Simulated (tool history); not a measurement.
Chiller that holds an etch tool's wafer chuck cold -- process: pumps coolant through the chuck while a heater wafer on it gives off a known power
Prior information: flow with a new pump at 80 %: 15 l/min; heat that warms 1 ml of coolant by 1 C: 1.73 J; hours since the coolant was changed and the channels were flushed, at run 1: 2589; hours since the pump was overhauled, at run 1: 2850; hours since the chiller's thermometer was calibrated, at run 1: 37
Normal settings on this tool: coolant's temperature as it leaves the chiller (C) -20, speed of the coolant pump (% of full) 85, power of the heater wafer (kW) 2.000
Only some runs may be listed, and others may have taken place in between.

run	day	coolant's temperature as it leaves the chiller (C)	speed of the coolant pump (% of full)	power of the heater wafer (kW)	hours since the coolant was changed and the channels were flushed	hours since the pump was overhauled	hours since the chiller's thermometer was calibrated	chuck's temperature once it has settled (C)	how much warmer the coolant comes back (C)
1	0.000	-20	85	2.000	2589	2850	37	-3.8	4.34
2	5.954	-20	85	2.000	2732	2993	180	-3.9	4.34
3	9.900	-20	85	2.000	2827	3088	275	-4.0	4.30
4	15.092	-20	85	2.573	2952	3212	400	0.7	5.54
5	20.096	-20	85	2.573	3072	3332	520	0.8	5.55
6	25.504	-20	85	2.573	3201	3462	650	0.6	5.49
7	33.000	-20	85	2.000	3381	3642	829	-3.9	4.25
8	36.571	-20	85	2.000	3467	3728	915	-3.8	4.30
9	43.425	-20	85	2.000	3632	3892	1080	-3.9	4.36
10	49.400	-20	85	2.000	3775	4036	1223	-3.9	4.26
11	55.733	-20	85	2.000	3927	4188	1375	-4.0	4.34
12	62.417	-20	85	2.000	4087	4348	1535	-3.8	4.29
13	67.588	-15	85	2.000	4211	4472	1660	1.1	4.34
14	70.900	-20	85	2.000	4291	4552	1739	-3.9	4.31
15	75.879	-20	85	2.000	4410	4671	1859	-3.8	4.35
16	83.783	-20	85	2.000	4600	4861	2048	-3.9	4.36
17	88.825	-20	85	2.000	4721	4982	2169	-4.0	4.31
18	93.033	-20	64	1.004	4822	5083	2270	-9.4	3.01
19	97.971	-20	64	1.004	4941	5201	2389	-9.4	2.99
20	104.700	-20	78	2.000	5102	5363	2550	-2.5	4.79
21	111.800	-20	61	1.525	5272	5533	2721	-3.1	4.79
22	115.404	-19	66	1.418	5359	5620	2807	-4.3	4.07
23	119.942	-11	70	1.538	5468	5729	2916	4.0	4.14
24	124.812	-22	70	1.309	5585	5845	3033	-9.4	3.49
25	130.338	-22	70	1.309	5717	5978	3166	-9.2	3.49
26	135.467	-22	70	1.309	5841	6101	3289	-9.3	3.51
27	139.467	-22	70	1.309	5936	6197	3385	-9.1	3.53
28	144.683	-22	68	1.309	6062	6322	3510	-8.9	3.62
29	148.708	-14	71	2.567	6158	6419	3606	10.8	6.80
30	155.654	-25	89	1.373	6325	6586	3773	-14.3	2.77

What does the tool deliver on the next run?
31	159.042	-25	89	2.011	6406	6667	3855	?	?

chuck's temperature once it has settled (C): -9.3
how much warmer the coolant comes back (C): 4.16
Were there no unlogged condition in the tool, this run, its random variation unchanged, would have produced chuck's temperature once it has settled (C) -9.4, how much warmer the coolant comes back (C) 4.15.
